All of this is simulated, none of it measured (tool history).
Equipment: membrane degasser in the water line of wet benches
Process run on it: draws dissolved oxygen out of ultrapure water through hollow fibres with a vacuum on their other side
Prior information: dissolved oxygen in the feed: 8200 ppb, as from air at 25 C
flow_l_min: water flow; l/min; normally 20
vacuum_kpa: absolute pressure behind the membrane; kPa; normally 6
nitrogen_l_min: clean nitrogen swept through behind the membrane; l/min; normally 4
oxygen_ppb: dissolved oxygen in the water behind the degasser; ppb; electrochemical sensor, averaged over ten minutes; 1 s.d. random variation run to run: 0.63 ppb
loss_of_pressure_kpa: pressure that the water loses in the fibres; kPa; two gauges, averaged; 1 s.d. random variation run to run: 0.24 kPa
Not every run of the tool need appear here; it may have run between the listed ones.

Run 1, hour 0: usual settings. Result: oxygen_ppb 59.8 ppb, loss_of_pressure_kpa 62.29 kPa.
Run 2, hour 45.2: usual settings. Result: oxygen_ppb 58.2 ppb, loss_of_pressure_kpa 62.55 kPa.
Run 3, hour 108: usual settings but vacuum_kpa 5.28 kPa. Result: oxygen_ppb 51 ppb, loss_of_pressure_kpa 62.42 kPa.
Run 4, hour 172.1: usual settings but vacuum_kpa 5.28 kPa. Result: oxygen_ppb 51.1 ppb, loss_of_pressure_kpa 62.51 kPa.
Run 5, hour 219.2: usual settings but nitrogen_l_min 1.69 l/min. Result: oxygen_ppb 103.9 ppb, loss_of_pressure_kpa 62.59 kPa.
Run 6, hour 252.5: usual settings but flow_l_min 12 l/min. Result: oxygen_ppb 26.9 ppb, loss_of_pressure_kpa 37.45 kPa.
Run 7, hour 304.5: usual settings. Result: oxygen_ppb 59.2 ppb, loss_of_pressure_kpa 62.56 kPa.
Run 8, hour 370.6: usual settings but flow_l_min 22 l/min. Result: oxygen_ppb 70.8 ppb, loss_of_pressure_kpa 68.15 kPa.
Run 9, hour 402.9: usual settings. Result: oxygen_ppb 59.8 ppb, loss_of_pressure_kpa 62.46 kPa.
Run 10, hour 455.1: usual settings. Result: oxygen_ppb 60 ppb, loss_of_pressure_kpa 62.47 kPa.
Run 11, hour 499.7: usual settings but vacuum_kpa 11.69 kPa. Result: oxygen_ppb 127.7 ppb, loss_of_pressure_kpa 62.64 kPa.
Run 12, hour 539.5: usual settings. Result: oxygen_ppb 60.3 ppb, loss_of_pressure_kpa 62.75 kPa.
Run 13, hour 607.4: usual settings. Result: oxygen_ppb 60.2 ppb, loss_of_pressure_kpa 62.72 kPa.
Run 14, hour 655.7: usual settings. Result: oxygen_ppb 59.7 ppb, loss_of_pressure_kpa 62.51 kPa.
Run 15, hour 710.3: usual settings. Result: oxygen_ppb 60.4 ppb, loss_of_pressure_kpa 62.56 kPa.
Run 16, hour 775.7: usual settings. Result: oxygen_ppb 60.9 ppb, loss_of_pressure_kpa 62.76 kPa.
Run 17, hour 826.3: usual settings. Result: oxygen_ppb 60.2 ppb, loss_of_pressure_kpa 62.45 kPa.
Run 18, hour 867.9: usual settings but flow_l_min 17 l/min, vacuum_kpa 5.19 kPa, nitrogen_l_min 1.77 l/min. Result: oxygen_ppb 65 ppb, loss_of_pressure_kpa 53.65 kPa.
Run 19, hour 899: usual settings but flow_l_min 17 l/min, vacuum_kpa 5.19 kPa, nitrogen_l_min 1.77 l/min. Result: oxygen_ppb 63.9 ppb, loss_of_pressure_kpa 53.61 kPa.
Run 20, hour 966.4: usual settings but flow_l_min 17 l/min, vacuum_kpa 5.19 kPa, nitrogen_l_min 1.77 l/min. Result: oxygen_ppb 64.5 ppb, loss_of_pressure_kpa 53.32 kPa.
Run 21, hour 1026.3: usual settings but flow_l_min 19 l/min, vacuum_kpa 6.45 kPa, nitrogen_l_min 1.68 l/min. Result: oxygen_ppb 110.5 ppb, loss_of_pressure_kpa 59.19 kPa.
Run 22, hour 1061.7: usual settings but flow_l_min 25 l/min, vacuum_kpa 9.48 kPa, nitrogen_l_min 6.56 l/min. Result: oxygen_ppb 103.9 ppb, loss_of_pressure_kpa 78.08 kPa.
At hour 1065.9: vacuum gauge calibrated.
Run 23, hour 1091.3: usual settings but flow_l_min 25 l/min, vacuum_kpa 9.48 kPa, nitrogen_l_min 6.56 l/min. Result: oxygen_ppb 102.5 ppb, loss_of_pressure_kpa 78.66 kPa.
Run 24, hour 1128.5: usual settings but flow_l_min 12 l/min, vacuum_kpa 9.75 kPa, nitrogen_l_min 5.87 l/min. Result: oxygen_ppb 40.8 ppb, loss_of_pressure_kpa 37.85 kPa.
Run 25, hour 1195.4: usual settings but flow_l_min 13 l/min, nitrogen_l_min 9.4 l/min. Result: oxygen_ppb 17.6 ppb, loss_of_pressure_kpa 40.77 kPa.
At hour 1265.3: seals of the vacuum lines changed.
Run 26, hour 1267.1: usual settings but flow_l_min 29 l/min, vacuum_kpa 12.06 kPa. Result: oxygen_ppb 212.3 ppb, loss_of_pressure_kpa 91.36 kPa.
Run 27, hour 1306.6: usual settings but flow_l_min 29 l/min, vacuum_kpa 12.06 kPa. Result: oxygen_ppb 214.6 ppb, loss_of_pressure_kpa 91.57 kPa.
Run 28, hour 1371.1: usual settings but flow_l_min 19 l/min, vacuum_kpa 6.78 kPa, nitrogen_l_min 1.92 l/min. Result: oxygen_ppb 106.9 ppb, loss_of_pressure_kpa 60.09 kPa.
At hour 1430.9: vacuum gauge calibrated, once more.
Run 29, hour 1436.1: usual settings but flow_l_min 23 l/min, vacuum_kpa 5.68 kPa, nitrogen_l_min 1.92 l/min. Result: oxygen_ppb 104.6 ppb, loss_of_pressure_kpa 72.24 kPa.
Run 30, hour 1494.7: usual settings but flow_l_min 25 l/min. Result: oxygen_ppb 85.1 ppb, loss_of_pressure_kpa 78.53 kPa.
Run 31, hour 1529.6: usual settings but flow_l_min 25 l/min. Result: oxygen_ppb 85 ppb, loss_of_pressure_kpa 78.99 kPa.
Run 32, hour 1570.5: usual settings but flow_l_min 25 l/min. Result: oxygen_ppb 85.8 ppb, loss_of_pressure_kpa 78.96 kPa.

Consider 3 possible next runs. They are alternatives, not a sequence: every one starts from the tool as it was left by run 32. What does each give?
Run A, hour 1618.1: usual settings but flow_l_min 25 l/min, vacuum_kpa 3.89 kPa. Result: oxygen_ppb ?, loss_of_pressure_kpa ?.
Run B, hour 1618.1: usual settings but flow_l_min 14 l/min, vacuum_kpa 7.75 kPa. Result: oxygen_ppb ?, loss_of_pressure_kpa ?.
Run C, hour 1618.1: usual settings but vacuum_kpa 8.46 kPa, nitrogen_l_min 3.89 l/min. Result: oxygen_ppb ?, loss_of_pressure_kpa ?.

run  oxygen_ppb  loss_of_pressure_kpa
  A        54.4                 79.29
  B        48.7                 44.19
  C        91.4                 62.94
Without the tool's unlogged condition, the same runs would have read:
run  oxygen_ppb  loss_of_pressure_kpa
  A        49.6                  77.6
  B        47.4                 43.24
  C        88.4                  61.6
